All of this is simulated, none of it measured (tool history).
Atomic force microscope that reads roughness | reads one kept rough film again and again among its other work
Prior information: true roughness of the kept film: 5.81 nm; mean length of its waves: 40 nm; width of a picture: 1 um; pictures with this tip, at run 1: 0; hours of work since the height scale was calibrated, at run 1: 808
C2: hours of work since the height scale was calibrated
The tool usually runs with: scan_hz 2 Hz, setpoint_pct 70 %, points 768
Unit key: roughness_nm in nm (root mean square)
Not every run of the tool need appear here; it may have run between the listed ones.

{"run": 1, "day": 0.0, "scan_hz": 2, "setpoint_pct": 70, "points": 768, "pictures with this tip": 0, "C2": 808, "roughness_nm": 4.935}
{"run": 2, "day": 2.046, "scan_hz": 2, "setpoint_pct": 70, "points": 768, "pictures with this tip": 88, "C2": 841, "roughness_nm": 4.95}
{"run": 3, "day": 3.825, "scan_hz": 2, "setpoint_pct": 70, "points": 768, "pictures with this tip": 164, "C2": 870, "roughness_nm": 4.973}
{"run": 4, "day": 5.117, "scan_hz": 2, "setpoint_pct": 70, "points": 768, "pictures with this tip": 219, "C2": 890, "roughness_nm": 4.946}
{"run": 5, "day": 6.004, "scan_hz": 2, "setpoint_pct": 70, "points": 945, "pictures with this tip": 257, "C2": 904, "roughness_nm": 4.928}
{"run": 6, "day": 7.138, "scan_hz": 2, "setpoint_pct": 70, "points": 945, "pictures with this tip": 305, "C2": 922, "roughness_nm": 4.945}
{"run": 7, "day": 8.9, "scan_hz": 2, "setpoint_pct": 70, "points": 331, "pictures with this tip": 380, "C2": 951, "roughness_nm": 4.93}
{"day": 9.042, "done": "new tip fitted"}
{"run": 8, "day": 10.433, "scan_hz": 2, "setpoint_pct": 70, "points": 331, "pictures with this tip": 59, "C2": 975, "roughness_nm": 4.935}
{"run": 9, "day": 11.9, "scan_hz": 2, "setpoint_pct": 56, "points": 768, "pictures with this tip": 122, "C2": 998, "roughness_nm": 5.118}
{"run": 10, "day": 13.133, "scan_hz": 2, "setpoint_pct": 56, "points": 768, "pictures with this tip": 175, "C2": 1018, "roughness_nm": 5.146}
{"run": 11, "day": 14.392, "scan_hz": 2, "setpoint_pct": 56, "points": 768, "pictures with this tip": 228, "C2": 1038, "roughness_nm": 5.163}
{"run": 12, "day": 15.825, "scan_hz": 2, "setpoint_pct": 56, "points": 768, "pictures with this tip": 290, "C2": 1061, "roughness_nm": 5.11}
{"run": 13, "day": 16.871, "scan_hz": 2, "setpoint_pct": 70, "points": 768, "pictures with this tip": 334, "C2": 1078, "roughness_nm": 4.965}
{"run": 14, "day": 17.796, "scan_hz": 2, "setpoint_pct": 70, "points": 768, "pictures with this tip": 374, "C2": 1092, "roughness_nm": 4.954}
{"day": 18.092, "done": "new tip fitted"}
{"run": 15, "day": 18.871, "scan_hz": 1.56, "setpoint_pct": 70, "points": 768, "pictures with this tip": 33, "C2": 1109, "roughness_nm": 4.99}
{"run": 16, "day": 19.938, "scan_hz": 1.56, "setpoint_pct": 70, "points": 768, "pictures with this tip": 78, "C2": 1126, "roughness_nm": 5.033}
{"run": 17, "day": 21.088, "scan_hz": 1.56, "setpoint_pct": 70, "points": 768, "pictures with this tip": 127, "C2": 1145, "roughness_nm": 5.029}
{"run": 18, "day": 22.904, "scan_hz": 1.56, "setpoint_pct": 70, "points": 768, "pictures with this tip": 205, "C2": 1174, "roughness_nm": 5.064}
{"run": 19, "day": 23.846, "scan_hz": 3.56, "setpoint_pct": 90, "points": 961, "pictures with this tip": 245, "C2": 1189, "roughness_nm": 4.032}
{"run": 20, "day": 24.779, "scan_hz": 3.56, "setpoint_pct": 90, "points": 961, "pictures with this tip": 285, "C2": 1204, "roughness_nm": 4.044}
{"run": 21, "day": 26.612, "scan_hz": 3.39, "setpoint_pct": 70, "points": 323, "pictures with this tip": 364, "C2": 1233, "roughness_nm": 4.707}
{"day": 27.142, "done": "new tip fitted"}
{"run": 22, "day": 27.583, "scan_hz": 3.39, "setpoint_pct": 70, "points": 323, "pictures with this tip": 19, "C2": 1248, "roughness_nm": 4.738}
{"run": 23, "day": 29.592, "scan_hz": 3.15, "setpoint_pct": 71, "points": 777, "pictures with this tip": 105, "C2": 1280, "roughness_nm": 4.75}
{"run": 24, "day": 31.425, "scan_hz": 2, "setpoint_pct": 64, "points": 1017, "pictures with this tip": 183, "C2": 1309, "roughness_nm": 5.027}
{"run": 25, "day": 33.421, "scan_hz": 0.68, "setpoint_pct": 70, "points": 1019, "pictures with this tip": 269, "C2": 1341, "roughness_nm": 5.154}
{"day": 33.754, "done": "height scale calibrated on a step standard"}
{"run": 26, "day": 35.629, "scan_hz": 2.81, "setpoint_pct": 61, "points": 450, "pictures with this tip": 361, "C2": 30, "roughness_nm": 4.979}
{"day": 36.142, "done": "new tip fitted"}
{"run": 27, "day": 37.508, "scan_hz": 2.81, "setpoint_pct": 61, "points": 450, "pictures with this tip": 59, "C2": 60, "roughness_nm": 5.053}
{"run": 28, "day": 38.654, "scan_hz": 3.04, "setpoint_pct": 70, "points": 298, "pictures with this tip": 108, "C2": 78, "roughness_nm": 4.785}
{"run": 29, "day": 39.783, "scan_hz": 2, "setpoint_pct": 68, "points": 432, "pictures with this tip": 156, "C2": 96, "roughness_nm": 4.981}

Forecast each of these 4 alternatives for the next run:
{"run": "A", "day": 41.171, "scan_hz": 1.12, "setpoint_pct": 88, "points": 266, "pictures with this tip": 215, "C2": 118, "roughness_nm": "?"}
{"run": "B", "day": 41.171, "scan_hz": 2, "setpoint_pct": 78, "points": 1014, "pictures with this tip": 215, "C2": 118, "roughness_nm": "?"}
{"run": "C", "day": 41.171, "scan_hz": 1.91, "setpoint_pct": 60, "points": 305, "pictures with this tip": 215, "C2": 118, "roughness_nm": "?"}
{"run": "D", "day": 41.171, "scan_hz": 1.34, "setpoint_pct": 81, "points": 968, "pictures with this tip": 215, "C2": 118, "roughness_nm": "?"}

run=A roughness_nm=4.784
run=B roughness_nm=4.848
run=C roughness_nm=5.041
run=D roughness_nm=4.884
With no hidden state in the tool, these same runs would have given:
run=A roughness_nm=4.792
run=B roughness_nm=4.856
run=C roughness_nm=5.049
run=D roughness_nm=4.892
